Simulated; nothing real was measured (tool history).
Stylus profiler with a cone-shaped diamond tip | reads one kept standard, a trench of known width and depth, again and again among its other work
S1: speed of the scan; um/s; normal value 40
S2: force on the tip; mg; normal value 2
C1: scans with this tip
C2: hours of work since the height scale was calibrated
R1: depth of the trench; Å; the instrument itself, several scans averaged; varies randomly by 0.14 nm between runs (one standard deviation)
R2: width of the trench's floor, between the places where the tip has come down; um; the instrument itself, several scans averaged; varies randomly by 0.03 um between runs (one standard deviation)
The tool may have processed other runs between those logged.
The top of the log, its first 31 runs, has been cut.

run	hour	S1	S2	C1	C2	R1	R2
32	1397.5	88	1.15	4658	782	5058.4	96.02
33	1439.1	40	1.6	4765	800	5069.7	96.51
34	1471.9	40	1.6	4850	815	5069.6	96.5
35	1512.6	40	2.09	4955	832	5079.5	96.49
36	1566.5	88	1.45	5094	855	5063.1	96.12
37	1602.4	105	1.37	5187	871	5063.6	95.89
38	1640.3	53	4.48	5285	887	5124.3	96.55
39	1694.5	13	3.75	5425	911	5113.2	96.66
40	1749.2	10	2	5566	935	5080.4	96.64
41	1783.8	49	0.96	5655	950	5056.7	96.25
42	1831.9	35	3.2	5779	971	5103.4	96.54
43	1868.4	35	3.26	5873	986	5103.4	96.51
44	1896.3	97	1.65	5945	998	5073.4	95.97
45	1961.1	97	1.65	6112	1027	5074.5	95.95
46	2024.3	97	1.65	6276	1054	5072.9	95.86

Forecast each of these 5 alternatives for the next run:
A	2070.4	49	1.6	6395	1074	?	?
B	2070.4	40	1.35	6395	1074	?	?
C	2070.4	97	2.19	6395	1074	?	?
D	2070.4	89	0.69	6395	1074	?	?
E	2070.4	20	0.81	6395	1074	?	?

run	R1	R2
A	5074.8	96.31
B	5070.5	96.37
C	5087.2	96.01
D	5051.1	95.56
E	5054.6	96.44
With no hidden state in the tool, these same runs would have given:
run	R1	R2
A	5054.3	97
B	5050	97.07
C	5066.6	96.71
D	5030.7	96.26
E	5034.1	97.13
